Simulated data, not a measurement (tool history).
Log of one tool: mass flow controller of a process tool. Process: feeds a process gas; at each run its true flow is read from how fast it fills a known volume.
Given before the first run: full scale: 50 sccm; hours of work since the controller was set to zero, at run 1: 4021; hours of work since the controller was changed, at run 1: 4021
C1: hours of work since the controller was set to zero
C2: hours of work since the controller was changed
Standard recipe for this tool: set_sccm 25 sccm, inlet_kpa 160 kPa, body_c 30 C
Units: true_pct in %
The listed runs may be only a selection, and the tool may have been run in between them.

Run 1, hour 0.0: usual settings; C1 4021; C2 4021. Result: true_pct 99.18 %.
Run 2, hour 526.2: usual settings; C1 4392; C2 4392. Result: true_pct 99.16 %.
At hour 693.2: controller's zero set anew.
Run 3, hour 1021.9: usual settings; C1 232; C2 4741. Result: true_pct 99.19 %.
Run 4, hour 1500.3: usual settings; C1 569; C2 5078. Result: true_pct 99.12 %.
Run 5, hour 1953.7: usual settings; C1 889; C2 5398. Result: true_pct 99.12 %.
Run 6, hour 2491.6: usual settings; C1 1268; C2 5777. Result: true_pct 99.24 %.
Run 7, hour 2834.9: usual settings; C1 1510; C2 6019. Result: true_pct 99.14 %.
Run 8, hour 3274.1: usual settings; C1 1820; C2 6329. Result: true_pct 99.20 %.
Run 9, hour 3557.6: usual settings but inlet_kpa 229 kPa; C1 2020; C2 6529. Result: true_pct 98.83 %.
Run 10, hour 4084.7: usual settings but inlet_kpa 229 kPa; C1 2391; C2 6901. Result: true_pct 98.90 %.
Run 11, hour 4501.1: usual settings but inlet_kpa 229 kPa; C1 2685; C2 7194. Result: true_pct 98.93 %.
Run 12, hour 4756.2: usual settings but inlet_kpa 229 kPa; C1 2865; C2 7374. Result: true_pct 98.82 %.
Run 13, hour 5188.9: usual settings but inlet_kpa 229 kPa; C1 3170; C2 7679. Result: true_pct 98.87 %.

What does the tool deliver on the next run?
Run 14, hour 5556.6: usual settings but set_sccm 48 sccm, inlet_kpa 154 kPa; C1 3429; C2 7938. Result: true_pct ?.

Run 14 came out at true_pct 99.82 %.
With no hidden state in the tool, this same run would have given true_pct 99.81 %.
